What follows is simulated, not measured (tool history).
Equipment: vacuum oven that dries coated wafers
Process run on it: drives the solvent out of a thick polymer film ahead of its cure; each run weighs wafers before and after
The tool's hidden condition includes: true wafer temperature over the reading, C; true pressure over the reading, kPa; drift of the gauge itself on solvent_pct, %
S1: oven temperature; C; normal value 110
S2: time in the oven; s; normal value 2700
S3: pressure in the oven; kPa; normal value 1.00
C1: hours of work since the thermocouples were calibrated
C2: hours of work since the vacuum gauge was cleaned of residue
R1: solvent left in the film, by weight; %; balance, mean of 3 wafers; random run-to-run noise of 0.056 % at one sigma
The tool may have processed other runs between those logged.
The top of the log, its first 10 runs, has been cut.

run   hour   S1    S2    S3    C1   C2    R1
 11   79.7   97  2700  1.00  1018   62  6.12
 12   90.4  110  2700  1.95  1024   67  3.83
      96.5  -- oven's thermocouples calibrated
 13  100.2  110  2700  1.95     2   71  3.94
 14  109.9  110  2700  1.40     7   76  3.29
 15  120.1  110  2700  1.00    12   81  2.72
 16  129.7  110  2700  1.00    17   86  2.93
 17  140.9  110  2880  0.73    22   92  2.16
 18  150.9  110  2880  0.73    27   97  2.21
 19  159.3  111  1380  0.93    31  101  6.00
 20  166.6  111  1680  0.93    35  104  4.78
 21  179.4  111  1680  0.93    42  111  4.74
 22  191.8  117  2820  2.37    48  117  2.89

Run 23 comes next. What will it give?
 23  198.1  117  4620  1.46  51  120   ?

{"run 23": {"R1": 1.45}}
With no hidden state in the tool, this same run would have given R1 1.45 %.
